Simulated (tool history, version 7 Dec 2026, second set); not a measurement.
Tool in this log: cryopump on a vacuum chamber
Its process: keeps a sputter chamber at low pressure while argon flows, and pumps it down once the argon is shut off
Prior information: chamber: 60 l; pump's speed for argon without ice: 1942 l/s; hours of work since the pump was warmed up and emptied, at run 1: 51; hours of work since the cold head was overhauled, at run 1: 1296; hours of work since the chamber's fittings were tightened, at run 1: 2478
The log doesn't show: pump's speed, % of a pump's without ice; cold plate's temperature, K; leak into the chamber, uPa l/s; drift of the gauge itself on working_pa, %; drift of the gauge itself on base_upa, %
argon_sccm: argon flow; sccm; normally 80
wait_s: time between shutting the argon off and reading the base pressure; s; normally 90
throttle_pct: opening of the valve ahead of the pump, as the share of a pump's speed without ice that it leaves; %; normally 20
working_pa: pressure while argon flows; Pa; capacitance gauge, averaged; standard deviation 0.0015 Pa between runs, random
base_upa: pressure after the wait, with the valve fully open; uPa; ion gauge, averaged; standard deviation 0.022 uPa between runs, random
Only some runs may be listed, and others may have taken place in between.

run    hour  argon_sccm  wait_s  throttle_pct  hours of work since the pump was warmed up and emptied  hours of work since the cold head was overhauled  hours of work since the chamber's fittings were tightened  working_pa  base_upa
  1       0          80      90            20                                                      51                                              1296                                                       2478      0.3483      1.21
  2   116.1          80      90            20                                                     103                                              1348                                                       2530       0.351      1.24
  3   217.5          80      28            20                                                     149                                              1394                                                       2576      0.3533      2.14
  4   273.5          80      28            20                                                     174                                              1419                                                       2601      0.3532      2.19
  5   326.9          80      28            20                                                     198                                              1443                                                       2625      0.3536      2.26
  6   396.8          80      90            20                                                     229                                              1474                                                       2656      0.3521      1.25
  7   500.7          80      90            20                                                     276                                              1521                                                       2703      0.3545      1.28
  8   617.4          80      90            20                                                     329                                              1573                                                       2756      0.3549      1.33
  9   700.2          80     142            20                                                     366                                              1610                                                       2793      0.3561      1.19
 10   749.3          80     142            20                                                     388                                              1633                                                       2815      0.3598      1.17
 11   841.5          80     142            20                                                     429                                              1674                                                       2856      0.3559      1.14
 12   954.2          80     142            20                                                     480                                              1725                                                       2907      0.3586      1.19
 13  1074.8          80      90            20                                                     534                                              1779                                                       2961      0.3626      1.42
 14  1189.8          80      90            20                                                     586                                              1831                                                       3013      0.3598      1.46
 15  1247.1          85     117            28                                                     612                                              1856                                                       3039      0.2792      1.32
 16    1317          36      22            20                                                     643                                              1888                                                       3070      0.1616      2.81
 17  1390.2          36      22            20                                                     676                                              1921                                                       3103      0.1634       2.9
 18  1458.1          86      55            20                                                     706                                              1951                                                       3133      0.3937      1.82
 19  1519.7          86     112            29                                                     734                                              1979                                                       3161      0.2761      1.48
 20  1636.6         124      63            20                                                     787                                              2031                                                       3214      0.5684      1.74
 21  1758.5          40     152            20                                                     841                                              2086                                                       3268      0.1859      1.46
 22  1838.3          40     152            32                                                     877                                              2122                                                       3304      0.1202      1.46
 23  1959.8          78      90            57                                                     932                                              2177                                                       3359      0.1422      1.64
 24  2037.2          78     239            22                                                     967                                              2211                                                       3394      0.3357      1.45
     2111.2  -- leaking fittings of the chamber tightened, without venting
 25  2121.5          78     239            22                                                    1004                                              2248                                                          5      0.3345      0.44
 26  2204.9          78     239            22                                                    1041                                              2286                                                         42      0.3355      0.46
 27  2288.5          78     239            22                                                    1079                                              2323                                                         80      0.3378      0.43
 28  2367.8          80      63            50                                                    1114                                              2359                                                        115        0.17      0.97

Below are 4 alternative next runs, each starting from the tool's condition after run 28. Predict each:
  A  2484.8          54      63            46                                                    1167                                              2412                                                        168           ?         ?
  B  2484.8          94      28            20                                                    1167                                              2412                                                        168           ?         ?
  C  2484.8          80      40            20                                                    1167                                              2412                                                        168           ?         ?
  D  2484.8          80     296            50                                                    1167                                              2412                                                        168           ?         ?

run  working_pa  base_upa
  A      0.1237      0.96
  B      0.4498      1.76
  C      0.3814      1.33
  D      0.1728      0.47
Without the tool's hidden state the same runs would have given:
run  working_pa  base_upa
  A      0.1015       0.8
  B      0.4107      1.59
  C      0.3482      1.16
  D      0.1397       0.3

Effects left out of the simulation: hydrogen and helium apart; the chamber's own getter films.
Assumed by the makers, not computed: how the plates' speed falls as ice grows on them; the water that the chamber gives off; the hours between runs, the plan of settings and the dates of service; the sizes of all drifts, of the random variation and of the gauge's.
